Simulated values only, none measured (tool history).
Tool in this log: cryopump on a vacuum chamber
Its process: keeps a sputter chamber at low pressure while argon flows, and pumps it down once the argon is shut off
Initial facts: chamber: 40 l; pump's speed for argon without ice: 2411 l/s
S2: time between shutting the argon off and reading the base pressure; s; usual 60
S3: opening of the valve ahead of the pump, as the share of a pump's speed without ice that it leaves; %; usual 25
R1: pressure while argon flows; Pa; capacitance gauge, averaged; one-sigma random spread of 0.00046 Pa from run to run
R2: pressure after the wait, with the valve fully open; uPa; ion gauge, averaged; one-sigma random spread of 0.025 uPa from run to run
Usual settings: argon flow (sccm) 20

{"run": 1, "hour": 0.0, "argon flow (sccm)": 20, "S2": 60, "S3": 25, "R1": 0.0583, "R2": 1.62}
{"run": 2, "hour": 61.6, "argon flow (sccm)": 20, "S2": 29, "S3": 25, "R1": 0.0572, "R2": 2.51}
{"run": 3, "hour": 118.0, "argon flow (sccm)": 20, "S2": 29, "S3": 25, "R1": 0.0581, "R2": 2.55}
{"run": 4, "hour": 184.7, "argon flow (sccm)": 20, "S2": 29, "S3": 25, "R1": 0.059, "R2": 2.67}
{"run": 5, "hour": 234.4, "argon flow (sccm)": 20, "S2": 29, "S3": 25, "R1": 0.0581, "R2": 2.63}
{"run": 6, "hour": 274.1, "argon flow (sccm)": 20, "S2": 29, "S3": 25, "R1": 0.0578, "R2": 2.68}
{"run": 7, "hour": 346.1, "argon flow (sccm)": 20, "S2": 29, "S3": 25, "R1": 0.0581, "R2": 2.7}
{"run": 8, "hour": 412.4, "argon flow (sccm)": 20, "S2": 60, "S3": 25, "R1": 0.0582, "R2": 1.7}
{"run": 9, "hour": 482.4, "argon flow (sccm)": 20, "S2": 60, "S3": 25, "R1": 0.059, "R2": 1.86}
{"hour": 537.0, "done": "pump warmed up, emptied and cooled again"}
{"run": 10, "hour": 554.9, "argon flow (sccm)": 20, "S2": 60, "S3": 25, "R1": 0.0564, "R2": 1.63}
{"run": 11, "hour": 598.9, "argon flow (sccm)": 20, "S2": 60, "S3": 25, "R1": 0.0563, "R2": 1.7}
{"run": 12, "hour": 659.8, "argon flow (sccm)": 20, "S2": 175, "S3": 25, "R1": 0.0565, "R2": 1.1}
{"run": 13, "hour": 704.8, "argon flow (sccm)": 24, "S2": 60, "S3": 25, "R1": 0.0689, "R2": 1.83}
{"run": 14, "hour": 777.3, "argon flow (sccm)": 30, "S2": 212, "S3": 28, "R1": 0.0759, "R2": 1.17}
{"run": 15, "hour": 818.2, "argon flow (sccm)": 30, "S2": 212, "S3": 28, "R1": 0.0765, "R2": 1.23}
{"run": 16, "hour": 865.4, "argon flow (sccm)": 30, "S2": 212, "S3": 28, "R1": 0.0762, "R2": 1.18}
{"run": 17, "hour": 925.5, "argon flow (sccm)": 30, "S2": 212, "S3": 28, "R1": 0.0763, "R2": 1.23}
{"run": 18, "hour": 990.8, "argon flow (sccm)": 20, "S2": 60, "S3": 36, "R1": 0.0403, "R2": 1.91}
{"run": 19, "hour": 1043.4, "argon flow (sccm)": 20, "S2": 60, "S3": 36, "R1": 0.0402, "R2": 1.9}
{"run": 20, "hour": 1095.3, "argon flow (sccm)": 20, "S2": 60, "S3": 36, "R1": 0.0403, "R2": 1.98}
{"run": 21, "hour": 1137.1, "argon flow (sccm)": 20, "S2": 60, "S3": 36, "R1": 0.0412, "R2": 2.06}
{"run": 22, "hour": 1208.6, "argon flow (sccm)": 20, "S2": 20, "S3": 24, "R1": 0.0609, "R2": 3.71}
{"run": 23, "hour": 1247.9, "argon flow (sccm)": 10, "S2": 30, "S3": 24, "R1": 0.0296, "R2": 3.04}
{"run": 24, "hour": 1306.9, "argon flow (sccm)": 10, "S2": 30, "S3": 24, "R1": 0.0305, "R2": 2.97}
{"run": 25, "hour": 1363.4, "argon flow (sccm)": 10, "S2": 30, "S3": 24, "R1": 0.0303, "R2": 2.95}

Predict each of these 4 candidate next runs independently; none follows another, all start after run 25:
{"run": "A", "hour": 1396.2, "argon flow (sccm)": 29, "S2": 90, "S3": 19, "R1": "?", "R2": "?"}
{"run": "B", "hour": 1396.2, "argon flow (sccm)": 8, "S2": 30, "S3": 46, "R1": "?", "R2": "?"}
{"run": "C", "hour": 1396.2, "argon flow (sccm)": 33, "S2": 30, "S3": 18, "R1": "?", "R2": "?"}
{"run": "D", "hour": 1396.2, "argon flow (sccm)": 20, "S2": 60, "S3": 24, "R1": "?", "R2": "?"}

run=A R1=0.1103 R2=1.8
run=B R1=0.013 R2=3.04
run=C R1=0.1326 R2=3
run=D R1=0.062 R2=2.1
Had the tool no hidden state, the same runs would have come out as:
run=A R1=0.1065 R2=0.71
run=B R1=0.012 R2=1.93
run=C R1=0.1283 R2=1.91
run=D R1=0.0594 R2=1.01

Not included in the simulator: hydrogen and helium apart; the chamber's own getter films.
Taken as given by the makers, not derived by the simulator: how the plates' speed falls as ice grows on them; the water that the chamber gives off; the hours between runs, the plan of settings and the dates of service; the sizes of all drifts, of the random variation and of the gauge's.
